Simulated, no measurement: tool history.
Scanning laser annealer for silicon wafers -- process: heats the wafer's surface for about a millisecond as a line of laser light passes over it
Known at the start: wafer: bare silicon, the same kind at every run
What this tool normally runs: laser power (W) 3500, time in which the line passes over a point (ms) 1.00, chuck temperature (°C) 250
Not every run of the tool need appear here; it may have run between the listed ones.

run	hour	laser power (W)	time in which the line passes over a point (ms)	chuck temperature (°C)	highest temperature of the surface (°C)
1	0.0	3500	1.00	250	968
2	60.8	3500	1.23	250	1048
3	110.3	3500	1.23	250	1044
4	162.3	3500	1.23	250	1041
5	220.8	3500	0.90	250	915
6	257.0	3500	0.90	250	911
7	314.9	3500	0.90	250	906
8	346.0	3500	0.90	258	915
9	374.2	3500	0.90	258	915
10	412.8	3500	0.90	258	910
11	461.5	3500	1.00	250	941
12	503.0	3630	1.00	250	971
13	530.8	3500	1.00	250	937
14	568.0	3500	1.00	250	934
15	609.5	3500	1.00	250	933
# hour 620.8: optics aligned, line set to its width
16	671.0	3500	1.00	286	964
17	714.8	3500	1.15	212	938
18	771.9	3500	0.73	212	776
19	821.2	3179	1.00	250	836
20	865.6	3179	1.00	250	835
21	894.1	3500	0.83	219	821
# hour 923.4: window over the wafer cleaned
22	928.3	2982	1.00	277	859
# hour 957.7: optics aligned, line set to its width, once more
23	993.8	3500	0.73	277	899
24	1035.9	3125	0.99	260	890
25	1066.8	3500	1.06	224	982
26	1125.8	3291	1.03	289	978
27	1178.4	3500	1.05	289	1040
28	1218.8	3500	1.05	289	1037
29	1273.8	3617	1.00	250	1006
30	1332.8	3033	0.74	275	782
31	1400.0	3033	0.74	275	780

Here are 5 independent what-if runs from the current tool condition. What would each one return?
A	1441.4	3033	0.74	232	?
B	1441.4	3528	0.89	229	?
C	1441.4	3431	1.00	250	?
D	1441.4	3563	0.74	257	?
E	1441.4	3033	0.74	229	?

run	highest temperature of the surface (°C)
A	732
B	907
C	945
D	879
E	730
With no hidden state in the tool, these same runs would have given:
run	highest temperature of the surface (°C)
A	747
B	927
C	966
D	897
E	745
